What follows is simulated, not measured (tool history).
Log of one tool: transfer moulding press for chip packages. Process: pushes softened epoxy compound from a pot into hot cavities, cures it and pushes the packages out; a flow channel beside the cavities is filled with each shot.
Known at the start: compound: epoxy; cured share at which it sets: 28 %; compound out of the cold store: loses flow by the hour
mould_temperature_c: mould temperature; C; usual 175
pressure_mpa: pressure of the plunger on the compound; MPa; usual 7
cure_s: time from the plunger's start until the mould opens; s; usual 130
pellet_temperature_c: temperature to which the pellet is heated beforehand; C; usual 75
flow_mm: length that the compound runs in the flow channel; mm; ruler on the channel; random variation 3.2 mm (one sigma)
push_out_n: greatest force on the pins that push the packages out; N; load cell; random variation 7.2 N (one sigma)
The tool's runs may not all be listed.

run   hour  mould_temperature_c  pressure_mpa  cure_s  pellet_temperature_c  incoming compound's hours out of the cold store  flow_mm  push_out_n
  1      0                  175             7     130                    75                                             42.4      754         291
  2   35.5                  175             7     130                    79                                               35      783         301
  3   54.4                  175             7     130                    76                                             38.3      774         290
  4   74.5                  175             7     130                    75                                               31      795         304
  5   88.8                  175             7     130                    75                                             46.1      739         294
  6  106.6                  169             7     130                    75                                             26.3      847         431
  7  124.7                  169             7     130                    75                                             28.3      831         423
  8  151.9                  169             7     130                    75                                             28.9      832         423
  9  175.4                  169             7     130                    75                                             40.3      790         407
 10  190.7                  169          7.87     130                    75                                              8.2      995         463
 11  205.1                  168             7     139                    71                                               24      859         417
 12  223.6                  169          7.18     166                    78                                               39      798         293
 13  254.6                  179          8.04     116                    75                                             20.8      888         299
 14  269.4                  177           8.5     161                    75                                             17.8      933         267
 15    299                  177           8.5     161                    75                                             16.6      933         270
 16  335.6                  177          6.03     129                    73                                             11.2      813         277
 17  355.8                  175             7     136                    75                                             34.6      785         294
 18  372.5                  168             7     130                    75                                             28.6      840         447

Taken out of this log: 7 entries between the listed runs. Where each belongs, and how the hidden state differs across it:
Between runs 1 and 2: cavities cleaned with cleaning compound and waxed (hour 20.5)
  pressure that reaches the compound, % of what is set: 99.8 -> 99.79; grip of the stained cavities, % over clean ones': 1.1 -> 0.5
Between runs 5 and 6: cavities cleaned with cleaning compound and waxed (hour 93.3)
  grip of the stained cavities, % over clean ones': 1.2 -> 0.4
Between runs 6 and 7: plunger's sealing rings changed (hour 123.6)
  pressure that reaches the compound, % of what is set: 99.76 -> 99.99; grip of the stained cavities, % over clean ones': 0.4 -> 0.8
Between runs 8 and 9: cavities cleaned with cleaning compound and waxed (hour 169.5)
  pressure that reaches the compound, % of what is set: 99.98 -> 99.97; grip of the stained cavities, % over clean ones': 1.1 -> 0.2
Between runs 12 and 13: cavities cleaned with cleaning compound and waxed (hour 243.4)
  pressure that reaches the compound, % of what is set: 99.95 -> 99.93; grip of the stained cavities, % over clean ones': 1.1 -> 0.4
Between runs 15 and 16: cavities cleaned with cleaning compound and waxed (hour 317.2)
  pressure that reaches the compound, % of what is set: 99.91 -> 99.9; grip of the stained cavities, % over clean ones': 1.1 -> 0.6
Between runs 17 and 18: mould's thermocouples calibrated (hour 361.2)
  true mould temperature over the reading, C: 0.04 -> 0; pressure that reaches the compound, % of what is set: 99.89 -> 99.88; grip of the stained cavities, % over clean ones': 1 -> 1.1
